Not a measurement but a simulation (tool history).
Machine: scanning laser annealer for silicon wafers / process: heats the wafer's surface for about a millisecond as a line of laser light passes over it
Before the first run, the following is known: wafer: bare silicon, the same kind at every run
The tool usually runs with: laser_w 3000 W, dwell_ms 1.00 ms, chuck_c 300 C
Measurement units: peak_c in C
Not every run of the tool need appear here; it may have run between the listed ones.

{"run": 1, "day": 0.0, "laser_w": 3000, "dwell_ms": 1.0, "chuck_c": 300, "peak_c": 1001}
{"run": 2, "day": 0.521, "laser_w": 3000, "dwell_ms": 1.07, "chuck_c": 300, "peak_c": 1029}
{"run": 3, "day": 0.996, "laser_w": 3000, "dwell_ms": 1.07, "chuck_c": 300, "peak_c": 1030}
{"run": 4, "day": 1.488, "laser_w": 3000, "dwell_ms": 1.07, "chuck_c": 300, "peak_c": 1029}
{"run": 5, "day": 1.829, "laser_w": 3000, "dwell_ms": 1.07, "chuck_c": 300, "peak_c": 1029}
{"run": 6, "day": 2.238, "laser_w": 3000, "dwell_ms": 1.0, "chuck_c": 300, "peak_c": 1001}
{"run": 7, "day": 2.475, "laser_w": 3000, "dwell_ms": 1.0, "chuck_c": 300, "peak_c": 1002}
{"run": 8, "day": 2.954, "laser_w": 3000, "dwell_ms": 1.0, "chuck_c": 300, "peak_c": 997}
{"run": 9, "day": 3.3, "laser_w": 2793, "dwell_ms": 1.0, "chuck_c": 300, "peak_c": 952}
{"run": 10, "day": 3.692, "laser_w": 2793, "dwell_ms": 1.0, "chuck_c": 285, "peak_c": 938}
{"run": 11, "day": 4.008, "laser_w": 3000, "dwell_ms": 1.0, "chuck_c": 330, "peak_c": 1027}
{"run": 12, "day": 4.508, "laser_w": 3000, "dwell_ms": 1.0, "chuck_c": 330, "peak_c": 1027}
{"run": 13, "day": 4.829, "laser_w": 3000, "dwell_ms": 1.0, "chuck_c": 280, "peak_c": 976}
{"run": 14, "day": 5.117, "laser_w": 3000, "dwell_ms": 1.0, "chuck_c": 280, "peak_c": 977}
{"run": 15, "day": 5.467, "laser_w": 3000, "dwell_ms": 1.0, "chuck_c": 280, "peak_c": 978}
{"run": 16, "day": 5.812, "laser_w": 3000, "dwell_ms": 1.0, "chuck_c": 280, "peak_c": 978}
{"run": 17, "day": 6.167, "laser_w": 3000, "dwell_ms": 1.0, "chuck_c": 280, "peak_c": 975}
{"run": 18, "day": 6.683, "laser_w": 3000, "dwell_ms": 1.0, "chuck_c": 293, "peak_c": 990}
{"run": 19, "day": 7.042, "laser_w": 3000, "dwell_ms": 1.0, "chuck_c": 293, "peak_c": 991}
{"run": 20, "day": 7.512, "laser_w": 3000, "dwell_ms": 0.89, "chuck_c": 300, "peak_c": 949}
{"run": 21, "day": 7.833, "laser_w": 3000, "dwell_ms": 1.0, "chuck_c": 300, "peak_c": 991}
{"run": 22, "day": 8.079, "laser_w": 3000, "dwell_ms": 1.0, "chuck_c": 300, "peak_c": 996}
{"run": 23, "day": 8.517, "laser_w": 2798, "dwell_ms": 0.76, "chuck_c": 334, "peak_c": 887}
{"day": 8.758, "done": "optics aligned, line set to its width"}
{"run": 24, "day": 8.954, "laser_w": 2634, "dwell_ms": 1.22, "chuck_c": 286, "peak_c": 970}
{"run": 25, "day": 9.379, "laser_w": 3167, "dwell_ms": 1.22, "chuck_c": 286, "peak_c": 1101}
{"run": 26, "day": 9.671, "laser_w": 3167, "dwell_ms": 1.22, "chuck_c": 286, "peak_c": 1097}
{"run": 27, "day": 9.962, "laser_w": 2924, "dwell_ms": 1.0, "chuck_c": 300, "peak_c": 973}
{"run": 28, "day": 10.412, "laser_w": 2924, "dwell_ms": 1.0, "chuck_c": 300, "peak_c": 971}
{"run": 29, "day": 10.629, "laser_w": 3000, "dwell_ms": 0.8, "chuck_c": 300, "peak_c": 905}
{"day": 10.862, "done": "optics aligned, line set to its width, once more"}
{"run": 30, "day": 11.242, "laser_w": 3050, "dwell_ms": 1.01, "chuck_c": 306, "peak_c": 1017}
{"run": 31, "day": 11.583, "laser_w": 2950, "dwell_ms": 1.23, "chuck_c": 316, "peak_c": 1086}
{"run": 32, "day": 11.95, "laser_w": 2950, "dwell_ms": 1.23, "chuck_c": 316, "peak_c": 1083}
{"run": 33, "day": 12.292, "laser_w": 2950, "dwell_ms": 1.23, "chuck_c": 316, "peak_c": 1086}
{"run": 34, "day": 12.796, "laser_w": 3000, "dwell_ms": 0.9, "chuck_c": 300, "peak_c": 950}
{"run": 35, "day": 13.321, "laser_w": 3023, "dwell_ms": 0.89, "chuck_c": 300, "peak_c": 949}
{"run": 36, "day": 13.821, "laser_w": 3000, "dwell_ms": 0.91, "chuck_c": 332, "peak_c": 986}
{"run": 37, "day": 14.35, "laser_w": 2787, "dwell_ms": 1.02, "chuck_c": 300, "peak_c": 948}
{"run": 38, "day": 14.596, "laser_w": 2787, "dwell_ms": 1.02, "chuck_c": 300, "peak_c": 950}
{"run": 39, "day": 14.958, "laser_w": 2787, "dwell_ms": 1.02, "chuck_c": 300, "peak_c": 948}
{"run": 40, "day": 15.362, "laser_w": 2787, "dwell_ms": 1.02, "chuck_c": 300, "peak_c": 947}
{"run": 41, "day": 15.688, "laser_w": 2787, "dwell_ms": 1.02, "chuck_c": 300, "peak_c": 946}

Consider 4 possible next runs. They are alternatives, not a sequence: every one starts from the tool as it was left by run 41. What does each give?
{"run": "A", "day": 15.979, "laser_w": 3189, "dwell_ms": 1.12, "chuck_c": 311, "peak_c": "?"}
{"run": "B", "day": 15.979, "laser_w": 2787, "dwell_ms": 1.02, "chuck_c": 302, "peak_c": "?"}
{"run": "C", "day": 15.979, "laser_w": 2627, "dwell_ms": 1.02, "chuck_c": 300, "peak_c": "?"}
{"run": "D", "day": 15.979, "laser_w": 3000, "dwell_ms": 0.95, "chuck_c": 300, "peak_c": "?"}

run=A peak_c=1087
run=B peak_c=950
run=C peak_c=912
run=D peak_c=970
Take away the tool's hidden state, keep each run's random variation, and the runs would have read:
run=A peak_c=1126
run=B peak_c=982
run=C peak_c=942
run=D peak_c=1003

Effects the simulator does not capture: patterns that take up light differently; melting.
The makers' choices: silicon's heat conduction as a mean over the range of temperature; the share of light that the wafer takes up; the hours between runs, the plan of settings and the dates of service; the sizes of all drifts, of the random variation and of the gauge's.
